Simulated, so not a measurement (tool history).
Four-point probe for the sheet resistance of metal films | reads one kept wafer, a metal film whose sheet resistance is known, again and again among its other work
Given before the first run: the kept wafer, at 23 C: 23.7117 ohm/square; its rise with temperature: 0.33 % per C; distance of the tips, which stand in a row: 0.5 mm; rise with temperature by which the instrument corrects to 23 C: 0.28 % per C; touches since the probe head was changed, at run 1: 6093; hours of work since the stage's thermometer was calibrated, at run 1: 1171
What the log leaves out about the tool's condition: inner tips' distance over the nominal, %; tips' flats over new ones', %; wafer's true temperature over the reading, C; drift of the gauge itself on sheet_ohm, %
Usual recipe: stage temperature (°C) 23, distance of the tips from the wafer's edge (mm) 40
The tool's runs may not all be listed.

run   hour  stage temperature (°C)  distance of the tips from the wafer's edge (mm)  touches since the probe head was changed  hours of work since the stage's thermometer was calibrated  sheet resistance as the instrument gives it (ohm/square)
  1      0                      23                                               40                                      6093                                                        1171                                                 23.723814
  2   29.1                      23                                               40                                      6671                                                        1183                                                 23.723846
  3     73                      23                                               40                                      7541                                                        1202                                                 23.739794
  4  102.6                      23                                               40                                      8128                                                        1215                                                 23.729459
  5  128.2                      23                                               40                                      8637                                                        1226                                                 23.745588
  6  152.8                      23                                               40                                      9125                                                        1236                                                 23.735217
  7  175.6                      23                                               40                                      9577                                                        1246                                                 23.733099
  8  208.5                      23                                               40                                     10230                                                        1260                                                 23.735251
  9  243.1                      23                                                8                                     10916                                                        1275                                                 23.790451
 10  277.5                      20                                               40                                     11597                                                        1289                                                 23.710872
 11  326.7                      25                                               40                                     12575                                                        1310                                                 23.756922
 12  363.3                      25                                               40                                     13301                                                        1326                                                 23.759182
 13  384.3                      25                                               40                                     13718                                                        1335                                                 23.769565
 14  431.1                      23                                               21                                     14646                                                        1355                                                 23.744016
 15    454                      31                                               40                                     15100                                                        1365                                                 23.831083
 16  496.3                      23                                               13                                     15938                                                        1383                                                 23.765047
 17  525.7                      19                                               40                                     16522                                                        1395                                                 23.701006
 18  560.4                      19                                               40                                     17210                                                        1410                                                 23.696177
 19  584.7                      19                                               40                                     17692                                                        1420                                                  23.69526
 20  624.8                      20                                               40                                     18489                                                        1437                                                 23.717699
 21  649.4                      23                                               40                                     18976                                                        1448                                                  23.75199
 22  675.8                      23                                               40                                     19500                                                        1459                                                 23.747694
 23    721                      26                                                7                                     20397                                                        1478                                                 23.845034
 24  762.8                      26                                                7                                     21225                                                        1496                                                 23.845836

Run 25, settings as shown, results not yet in. Your forecast:
 25  790.4                      26                                                7                                     21773                                                        1508                                                         ?

sheet resistance as the instrument gives it (ohm/square): 23.842692
With no hidden state in the tool, this same run would have given sheet resistance as the instrument gives it (ohm/square) 23.806475.
